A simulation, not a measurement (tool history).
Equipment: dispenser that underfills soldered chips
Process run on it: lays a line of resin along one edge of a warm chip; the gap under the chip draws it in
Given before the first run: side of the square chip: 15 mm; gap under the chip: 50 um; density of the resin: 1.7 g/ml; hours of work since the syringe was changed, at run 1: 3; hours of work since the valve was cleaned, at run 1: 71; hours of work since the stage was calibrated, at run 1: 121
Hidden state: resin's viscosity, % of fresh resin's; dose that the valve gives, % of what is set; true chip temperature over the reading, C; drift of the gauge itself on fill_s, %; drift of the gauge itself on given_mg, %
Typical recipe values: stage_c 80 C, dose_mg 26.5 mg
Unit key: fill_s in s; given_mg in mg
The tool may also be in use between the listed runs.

run     day  stage_c  dose_mg  hours of work since the syringe was changed  hours of work since the valve was cleaned  hours of work since the stage was calibrated  fill_s  given_mg
  1       0       80     26.5                                            3                                         71                                           121   353.9     25.04
  2   0.258       80     26.5                                            6                                         75                                           125   462.5     24.94
      0.562  -- new syringe of resin
  3   0.738       82     26.5                                            3                                         82                                           132   322.4     24.71
  4   1.271       80     31.6                                           10                                         89                                           140   579.5     29.24
      1.317  -- new syringe of resin
  5   1.671       80     31.6                                            5                                         95                                           145   408.2     29.18
      2.083  -- new syringe of resin
  6   2.088       80     31.6                                            0                                        101                                           151   282.5      29.1
  7   2.342       80     31.6                                            4                                        105                                           155   371.5      29.2
  8   2.733       80     31.6                                           10                                        111                                           161   552.7      28.8
      2.829  -- new syringe of resin
  9   3.171       87     26.5                                            5                                        117                                           167   312.2     23.86
      3.321  -- dispensing valve cleaned and set on the balance
 10   3.471       87     26.5                                            9                                          2                                           171   396.4     26.61
      3.617  -- new syringe of resin
 11   3.958       87     26.5                                            5                                          9                                           178     306     26.36
      4.354  -- new syringe of resin
 12   4.433       87     26.5                                            1                                         16                                           184   237.2     26.28
 13   4.929       87     26.5                                            8                                         23                                           192   392.7     26.33
      5.096  -- new syringe of resin
 14   5.483       87     26.5                                            6                                         31                                           200   310.5     26.12
      5.838  -- new syringe of resin
 15   5.862       80     26.5                                            0                                         37                                           205   286.8     25.98
 16   6.321       80     26.5                                            7                                         43                                           212     462     25.64
      6.579  -- new syringe of resin
 17   6.654       80     26.5                                            1                                         48                                           216   304.3     25.63
 18   7.042       80     26.5                                            7                                         54                                           222   461.4     25.61
      7.342  -- new syringe of resin
 19   7.533       80     26.5                                            3                                         61                                           229   341.8     25.35
 20   7.954       69       33                                            9                                         67                                           235   805.7     31.59
        8.1  -- new syringe of resin
 21   8.288       69       33                                            3                                         72                                           240   510.5     31.48
 22   8.529       69       33                                            6                                         75                                           244   664.1     31.34
      8.854  -- new syringe of resin
 23   8.908       69       33                                            1                                         81                                           249   445.1     31.16
 24   9.362       73     33.6                                            7                                         87                                           256   615.4     31.34
      9.596  -- new syringe of resin
 25   9.871       87     33.5                                            4                                         95                                           263   271.7     31.15
 26  10.217       73     33.5                                            9                                        100                                           268   677.3     31.09
     10.342  -- new syringe of resin
 27  10.721       89     26.5                                            6                                        107                                           275   294.7     24.38
 28  10.988       80     30.9                                            9                                        111                                           279   528.5     28.39
       11.1  -- new syringe of resin
 29  11.408       88     31.6                                            5                                        117                                           285   271.4     28.72
       11.6  -- dispensing valve cleaned and set on the balance
     11.875  -- new syringe of resin
 30  11.908       75       29                                            0                                          4                                           292   342.9     28.81
 31  12.212       75       29                                            5                                          9                                           296   475.4     28.69
 32  12.533       72     27.9                                           10                                         14                                           301     748     27.69
     12.633  -- new syringe of resin
 33  13.033       80     22.9                                            6                                         21                                           308   433.3     22.63
     13.362  -- new syringe of resin
 34  13.488       81     23.9                                            2                                         27                                           314     308     23.25
 35  13.742       81     23.9                                            6                                         31                                           318   397.8     23.18

Some steps in fill_s, run to run, broken into two amounts with sign: the step expected even without the hidden condition (settings, incoming material, random variation), and the rest, left for the hidden condition together with whatever gauge scatter is not in both the measured and the hidden-condition-free result:
Run 3 -> 4: stage_c 82 -> 80, dose_mg 26.5 -> 31.6. fill_s +257.1 s: hidden state +242.5, all else +14.6.
Run 19 -> 20: stage_c 80 -> 69, dose_mg 26.5 -> 33. fill_s +463.9 s: hidden state +303.3, all else +160.6.
Run 20 -> 21: new syringe of resin. fill_s -295.2 s: hidden state -294.3, all else -0.9.
Run 25 -> 26: stage_c 87 -> 73. fill_s +405.6 s: hidden state +239.9, all else +165.7.
Run 26 -> 27: stage_c 73 -> 89, dose_mg 33.5 -> 26.5, new syringe of resin. fill_s -382.6 s: hidden state -210.7, all else -171.9.
